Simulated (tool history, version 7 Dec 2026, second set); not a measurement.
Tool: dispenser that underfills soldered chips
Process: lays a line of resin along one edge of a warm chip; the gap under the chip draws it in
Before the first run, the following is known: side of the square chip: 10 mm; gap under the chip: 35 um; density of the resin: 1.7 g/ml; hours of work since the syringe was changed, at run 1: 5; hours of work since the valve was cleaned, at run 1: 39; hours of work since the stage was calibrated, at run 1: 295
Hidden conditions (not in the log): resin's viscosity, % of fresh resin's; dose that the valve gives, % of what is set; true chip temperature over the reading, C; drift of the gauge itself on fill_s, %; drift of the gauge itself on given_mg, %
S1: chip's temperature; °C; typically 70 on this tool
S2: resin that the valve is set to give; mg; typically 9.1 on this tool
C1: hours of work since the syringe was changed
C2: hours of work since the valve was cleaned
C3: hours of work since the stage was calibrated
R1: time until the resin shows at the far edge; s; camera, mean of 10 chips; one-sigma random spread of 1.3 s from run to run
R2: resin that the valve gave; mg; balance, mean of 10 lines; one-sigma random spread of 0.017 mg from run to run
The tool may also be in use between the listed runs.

run  hour  S1     S2  C1  C2   C3     R1    R2
  1     0  70    9.1   5  39  295    151  8.81
      2.4  -- new syringe of resin
  2     8  70   9.42   4  45  301  149.7  9.09
     11.6  -- new syringe of resin
  3  13.7  70   9.42   2  49  305  127.3  9.08
     20.6  -- new syringe of resin
  4  21.5  70   7.74   1  55  311    125  7.41
     26.1  -- dispensing valve cleaned and set on the balance
     30.6  -- new syringe of resin
  5  31.6  74    9.1   1   4  318    106  9.02
  6  38.9  75    9.1   7  10  324  136.7  8.98
     39.9  -- new syringe of resin
  7  43.8  75    9.1   3  14  328    115  8.97
     48.7  -- new syringe of resin
  8  49.2  84  10.51   0  18  332   72.3  10.3

For run 9, what comes out?
     57.7  -- new syringe of resin
  9  57.7  84  10.51   0  24  338   ?   ?

{"run 9": {"R1": 71.1, "R2": 10.26}}
If the tool had no hidden condition, the same run with the same run-to-run variation would have returned R1 73.5 s, R2 10.5 mg.
